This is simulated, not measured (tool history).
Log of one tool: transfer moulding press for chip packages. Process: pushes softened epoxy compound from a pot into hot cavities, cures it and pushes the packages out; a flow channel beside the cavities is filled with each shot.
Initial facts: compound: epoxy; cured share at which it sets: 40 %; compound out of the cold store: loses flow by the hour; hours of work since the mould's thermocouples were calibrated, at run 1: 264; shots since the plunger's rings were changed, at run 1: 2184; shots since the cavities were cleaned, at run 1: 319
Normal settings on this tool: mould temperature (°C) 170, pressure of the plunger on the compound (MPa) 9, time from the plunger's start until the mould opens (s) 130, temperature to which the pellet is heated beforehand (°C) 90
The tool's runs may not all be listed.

run,hour,mould temperature (°C),pressure of the plunger on the compound (MPa),time from the plunger's start until the mould opens (s),temperature to which the pellet is heated beforehand (°C),hours of work since the mould's thermocouples were calibrated,shots since the plunger's rings were changed,shots since the cavities were cleaned,incoming compound's hours out of the cold store,length that the compound runs in the flow channel (mm),greatest force on the pins that push the packages out (N)
1,0,170,9,130,90,264,2184,319,13.7,642,794
2,20.7,170,9,130,87,278,2389,524,8.5,660,925
# hour 27.6: cavities cleaned with cleaning compound and waxed
3,38.3,170,9,130,87,289,2547,105,18.4,641,675
4,66,170,9,130,87,309,2821,379,28.7,615,821
# hour 70.6: mould's thermocouples calibrated
5,81.1,170,6.86,130,90,7,2950,508,27.8,542,896
# hour 90: cavities cleaned with cleaning compound and waxed
6,97.9,170,6.86,130,90,18,3101,78,39.7,515,607
7,125.1,170,6.86,130,90,37,3370,347,39.9,519,803
8,144.5,170,9,161,90,51,3561,538,19,628,797
# hour 148.1: mould's thermocouples calibrated, once more
# hour 153.4: cavities cleaned with cleaning compound and waxed
9,163.1,170,9,161,90,10,3711,96,12.3,639,552
10,185.3,166,7.45,152,82,25,3930,315,9.6,603,864
11,205.8,167,10.2,136,82,40,4133,518,38.7,635,980
# hour 213.7: cavities cleaned with cleaning compound and waxed
12,223.2,170,7.9,130,81,51,4289,93,11.8,598,677
13,249.6,166,7.7,111,90,69,4550,354,34.2,563,1488

Forecast run 14:
# hour 262.5: plunger's sealing rings changed
# hour 278.2: cavities cleaned with cleaning compound and waxed
14,278.2,177,7.78,111,92,86,141,0,17,?,?

Run 14 yielded length that the compound runs in the flow channel (mm) 587, greatest force on the pins that push the packages out (N) 464.
On a tool with no hidden condition, and with the same random variation, this run would have come out at length that the compound runs in the flow channel (mm) 590, greatest force on the pins that push the packages out (N) 462.
